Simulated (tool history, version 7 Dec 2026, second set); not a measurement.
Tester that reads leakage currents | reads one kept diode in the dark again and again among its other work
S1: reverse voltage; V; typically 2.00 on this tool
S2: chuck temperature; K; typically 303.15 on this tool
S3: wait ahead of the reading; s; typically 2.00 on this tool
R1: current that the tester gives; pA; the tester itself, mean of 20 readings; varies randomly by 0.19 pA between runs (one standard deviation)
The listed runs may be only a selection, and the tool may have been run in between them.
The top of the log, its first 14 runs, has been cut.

{"run": 15, "hour": 1412.6, "S1": 2.0, "S2": 303.15, "S3": 2.0, "R1": 60.56}
{"run": 16, "hour": 1526.8, "S1": 2.0, "S2": 303.15, "S3": 2.0, "R1": 60.57}
{"run": 17, "hour": 1588.7, "S1": 2.0, "S2": 303.15, "S3": 2.0, "R1": 60.34}
{"run": 18, "hour": 1717.2, "S1": 2.0, "S2": 303.15, "S3": 2.0, "R1": 60.8}
{"run": 19, "hour": 1822.8, "S1": 2.0, "S2": 303.15, "S3": 2.0, "R1": 60.21}
{"hour": 1910.5, "done": "probe card cleaned and baked"}
{"run": 20, "hour": 1941.8, "S1": 16.48, "S2": 303.15, "S3": 2.0, "R1": 183.21}
{"hour": 2019.8, "done": "chuck's temperature calibrated"}
{"run": 21, "hour": 2052.8, "S1": 16.48, "S2": 303.15, "S3": 2.0, "R1": 183.17}
{"run": 22, "hour": 2114.9, "S1": 16.48, "S2": 303.15, "S3": 2.0, "R1": 182.32}
{"run": 23, "hour": 2237.0, "S1": 16.48, "S2": 332.15, "S3": 1.52, "R1": 1483.13}
{"run": 24, "hour": 2377.3, "S1": 2.0, "S2": 323.15, "S3": 2.0, "R1": 267.62}
{"run": 25, "hour": 2462.3, "S1": 7.79, "S2": 331.15, "S3": 7.98, "R1": 938.28}
{"run": 26, "hour": 2588.4, "S1": 10.24, "S2": 331.15, "S3": 0.48, "R1": 1089.46}
{"run": 27, "hour": 2704.7, "S1": 7.16, "S2": 298.15, "S3": 4.35, "R1": 79.02}
{"run": 28, "hour": 2852.5, "S1": 7.16, "S2": 310.15, "S3": 5.38, "R1": 203.04}
{"run": 29, "hour": 2937.2, "S1": 7.16, "S2": 310.15, "S3": 5.38, "R1": 202.7}
{"run": 30, "hour": 3007.3, "S1": 2.0, "S2": 309.15, "S3": 2.0, "R1": 96.64}
{"run": 31, "hour": 3142.0, "S1": 2.0, "S2": 309.15, "S3": 2.0, "R1": 96.88}
{"run": 32, "hour": 3280.6, "S1": 2.36, "S2": 300.15, "S3": 8.58, "R1": 51.9}
{"run": 33, "hour": 3402.2, "S1": 13.18, "S2": 300.15, "S3": 8.58, "R1": 127.9}
{"run": 34, "hour": 3523.2, "S1": 15.36, "S2": 298.15, "S3": 1.37, "R1": 119.18}
{"run": 35, "hour": 3592.0, "S1": 12.02, "S2": 328.15, "S3": 1.49, "R1": 963.48}
{"run": 36, "hour": 3680.5, "S1": 12.02, "S2": 328.15, "S3": 1.49, "R1": 963.22}
{"run": 37, "hour": 3807.3, "S1": 2.08, "S2": 310.15, "S3": 1.49, "R1": 105.71}
{"run": 38, "hour": 3893.6, "S1": 2.0, "S2": 303.15, "S3": 0.81, "R1": 60.62}
{"run": 39, "hour": 4000.0, "S1": 2.0, "S2": 327.15, "S3": 5.84, "R1": 352.04}

Predict each of these 5 candidate next runs independently; none follows another, all start after run 39:
{"run": "A", "hour": 4147.5, "S1": 2.0, "S2": 315.15, "S3": 5.84, "R1": "?"}
{"run": "B", "hour": 4147.5, "S1": 1.82, "S2": 321.15, "S3": 0.79, "R1": "?"}
{"run": "C", "hour": 4147.5, "S1": 2.0, "S2": 321.15, "S3": 5.84, "R1": "?"}
{"run": "D", "hour": 4147.5, "S1": 2.0, "S2": 302.15, "S3": 5.84, "R1": "?"}
{"run": "E", "hour": 4147.5, "S1": 1.5, "S2": 326.15, "S3": 3.26, "R1": "?"}

run=A R1=150.20
run=B R1=221.37
run=C R1=232.55
run=D R1=55.74
run=E R1=283.16
With the hidden condition removed and each run's random variation left untouched, the same runs would have given:
run=A R1=150.16
run=B R1=221.32
run=C R1=232.50
run=D R1=55.72
run=E R1=283.11
